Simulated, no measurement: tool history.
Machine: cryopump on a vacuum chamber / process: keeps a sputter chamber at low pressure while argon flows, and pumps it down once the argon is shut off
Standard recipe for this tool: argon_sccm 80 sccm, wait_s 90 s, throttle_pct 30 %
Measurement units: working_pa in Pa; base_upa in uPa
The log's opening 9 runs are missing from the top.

run,hour,argon_sccm,wait_s,throttle_pct,hours of work since the pump was warmed up and emptied,hours of work since the cold head was overhauled,hours of work since the chamber's fittings were tightened,working_pa,base_upa
10,938.0,80,55,54,486,4072,3095,0.1518,1.25
11,1024.1,129,90,30,548,4134,3157,0.4154,1.18
12,1114.6,129,90,30,614,4200,3222,0.4254,1.27
# hour 1173.8: pump warmed up, emptied and cooled again
13,1180.2,129,90,30,5,4244,3266,0.3742,0.92
14,1273.3,129,90,30,72,4311,3333,0.3794,1.01
15,1389.9,129,90,30,156,4395,3418,0.3829,0.99
16,1504.0,36,90,30,239,4478,3500,0.1086,1.08
17,1565.9,86,188,44,283,4522,3545,0.1845,1.05
18,1664.0,55,170,34,354,4593,3616,0.1518,1.08
19,1735.1,55,170,34,406,4645,3667,0.1545,1.17
20,1837.1,40,45,52,479,4718,3741,0.0801,1.55
# hour 1950.5: leaking fittings of the chamber tightened, without venting
21,1950.5,40,45,52,560,4799,0,0.0822,0.55
22,2062.3,69,47,29,641,4880,81,0.2381,0.61
# hour 2077.7: pump warmed up, emptied and cooled again
23,2173.9,137,62,20,70,4957,158,0.5969,0.49
24,2223.5,137,62,20,105,4992,194,0.6009,0.46
25,2338.0,56,30,21,188,5075,276,0.2368,0.78
26,2409.3,93,293,47,240,5127,328,0.1843,0.33
27,2463.0,80,179,42,278,5166,367,0.1776,0.35
28,2582.3,104,54,18,365,5252,453,0.5197,0.56
29,2643.6,40,24,52,409,5296,497,0.0758,1.00
30,2745.5,70,113,28,483,5370,571,0.2357,0.46
31,2856.2,80,90,21,563,5450,651,0.3549,0.57
32,2949.9,104,32,26,630,5518,719,0.3852,0.97

Predict each of these 4 candidate next runs independently; none follows another, all start after run 32:
# hour 2982.2: pump warmed up, emptied and cooled again
A,3068.5,80,122,30,62,5600,801,?,?
# hour 2982.2: pump warmed up, emptied and cooled again
B,3068.5,79,151,30,62,5600,801,?,?
# hour 2982.2: pump warmed up, emptied and cooled again
C,3068.5,80,241,23,62,5600,801,?,?
# hour 2982.2: pump warmed up, emptied and cooled again
D,3068.5,104,32,51,62,5600,801,?,?

run,working_pa,base_upa
A,0.2322,0.43
B,0.2301,0.42
C,0.3046,0.38
D,0.1819,0.77
Without the tool's unlogged condition, the same runs would have read:
run,working_pa,base_upa
A,0.2279,0.27
B,0.2259,0.25
C,0.3003,0.22
D,0.1763,0.61

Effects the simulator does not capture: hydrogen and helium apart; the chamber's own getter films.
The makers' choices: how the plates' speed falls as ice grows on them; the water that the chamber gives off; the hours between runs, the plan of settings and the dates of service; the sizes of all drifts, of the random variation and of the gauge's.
